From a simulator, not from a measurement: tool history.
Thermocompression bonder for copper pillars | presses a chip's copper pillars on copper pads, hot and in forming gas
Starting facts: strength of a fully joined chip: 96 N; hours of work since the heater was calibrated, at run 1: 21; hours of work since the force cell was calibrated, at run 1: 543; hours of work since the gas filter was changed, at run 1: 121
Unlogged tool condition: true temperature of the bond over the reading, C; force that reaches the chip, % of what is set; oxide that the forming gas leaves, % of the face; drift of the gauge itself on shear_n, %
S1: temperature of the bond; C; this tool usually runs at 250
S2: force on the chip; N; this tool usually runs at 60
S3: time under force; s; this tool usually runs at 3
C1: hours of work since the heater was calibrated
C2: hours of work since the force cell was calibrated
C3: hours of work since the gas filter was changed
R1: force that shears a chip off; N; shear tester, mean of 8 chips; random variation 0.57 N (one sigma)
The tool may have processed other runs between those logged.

run 1 hour=0 | S1=250 S2=60 S3=3 | C1=21 C2=543 C3=121 | R1=45.1
run 2 hour=19.9 | S1=250 S2=60 S3=3 | C1=33 C2=555 C3=133 | R1=45.1
run 3 hour=45.9 | S1=250 S2=60 S3=3 | C1=49 C2=571 C3=149 | R1=44.6
run 4 hour=70.2 | S1=250 S2=60 S3=3 | C1=64 C2=586 C3=164 | R1=45.3
run 5 hour=85.5 | S1=250 S2=60 S3=3 | C1=74 C2=596 C3=174 | R1=45
-- hour=90.5 heater calibrated with a thermocouple chip
run 6 hour=102.2 | S1=250 S2=60 S3=3 | C1=7 C2=605 C3=183 | R1=45.3
run 7 hour=134.8 | S1=250 S2=60 S3=3 | C1=27 C2=625 C3=203 | R1=43.9
run 8 hour=163.2 | S1=250 S2=70 S3=2 | C1=45 C2=643 C3=220 | R1=41.1

Forecast run 9:
run 9 hour=196.6 | S1=250 S2=70 S3=2 | C1=66 C2=663 C3=241 | R1=?

Run 9 produced R1 40.8 N.
With no hidden state in the tool, this same run would have given R1 44.4 N.
